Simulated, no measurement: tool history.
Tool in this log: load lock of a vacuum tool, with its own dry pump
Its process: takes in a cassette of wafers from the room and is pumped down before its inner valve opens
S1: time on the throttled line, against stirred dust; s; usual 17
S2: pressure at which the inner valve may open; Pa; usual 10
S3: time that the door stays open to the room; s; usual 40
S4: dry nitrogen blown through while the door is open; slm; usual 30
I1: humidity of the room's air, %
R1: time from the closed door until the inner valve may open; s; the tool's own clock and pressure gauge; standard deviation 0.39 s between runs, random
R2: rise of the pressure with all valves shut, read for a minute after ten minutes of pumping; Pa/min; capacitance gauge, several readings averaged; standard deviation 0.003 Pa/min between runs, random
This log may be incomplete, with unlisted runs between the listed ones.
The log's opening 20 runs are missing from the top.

run 21 day=75.575 | S1=8 S2=7 S3=40 S4=30 | I1=44.1 | R1=37.2 R2=0.151
run 22 day=79.496 | S1=8 S2=7 S3=40 S4=30 | I1=42.5 | R1=37.3 R2=0.154
run 23 day=84.371 | S1=25 S2=10 S3=40 S4=30 | I1=42 | R1=48.2 R2=0.156
run 24 day=86.696 | S1=27 S2=8 S3=41 S4=30 | I1=43.6 | R1=50.8 R2=0.158
run 25 day=89.162 | S1=17 S2=8 S3=40 S4=30 | I1=47.4 | R1=43.8 R2=0.163
run 26 day=93.238 | S1=17 S2=8 S3=40 S4=30 | I1=46.7 | R1=43.7 R2=0.167
run 27 day=95.462 | S1=17 S2=10 S3=100 S4=30 | I1=45.2 | R1=41.8 R2=0.205
run 28 day=98.367 | S1=11 S2=16 S3=40 S4=34 | I1=43.1 | R1=37.3 R2=0.166
run 29 day=101.2 | S1=25 S2=12 S3=26 S4=5 | I1=48.5 | R1=47.4 R2=0.195
run 30 day=105.008 | S1=17 S2=10 S3=71 S4=15 | I1=42.7 | R1=43.1 R2=0.223
run 31 day=108.646 | S1=17 S2=13 S3=40 S4=30 | I1=40 | R1=41.4 R2=0.181
run 32 day=112.779 | S1=17 S2=13 S3=40 S4=30 | I1=43.8 | R1=41.5 R2=0.19
run 33 day=117.625 | S1=9 S2=8 S3=139 S4=39 | I1=44.1 | R1=38 R2=0.224
run 34 day=119.975 | S1=9 S2=8 S3=33 S4=6 | I1=48.1 | R1=38.6 R2=0.222
run 35 day=125.188 | S1=10 S2=12 S3=26 S4=11 | I1=44.6 | R1=37.5 R2=0.216
run 36 day=129.796 | S1=9 S2=7 S3=34 S4=10 | I1=43.2 | R1=38.4 R2=0.225

Below are 5 alternative next runs, each starting from the tool's condition after run 36. Predict each:
run A day=133.992 | S1=18 S2=9 S3=34 S4=7 | I1=48.4 | R1=? R2=?
run B day=133.992 | S1=22 S2=10 S3=32 S4=5 | I1=43.7 | R1=? R2=?
run C day=133.992 | S1=9 S2=7 S3=34 S4=5 | I1=44.2 | R1=? R2=?
run D day=133.992 | S1=25 S2=13 S3=82 S4=10 | I1=44.2 | R1=? R2=?
run E day=133.992 | S1=9 S2=10 S3=34 S4=4 | I1=47.4 | R1=? R2=?

run=A R1=44.3 R2=0.24
run=B R1=46.4 R2=0.235
run=C R1=38.2 R2=0.245
run=D R1=48 R2=0.275
run=E R1=37.8 R2=0.242
Had the tool no hidden state, the same runs would have come out as:
run=A R1=41.7 R2=0.06
run=B R1=44.1 R2=0.058
run=C R1=35.3 R2=0.061
run=D R1=45.8 R2=0.096
run=E R1=35 R2=0.066
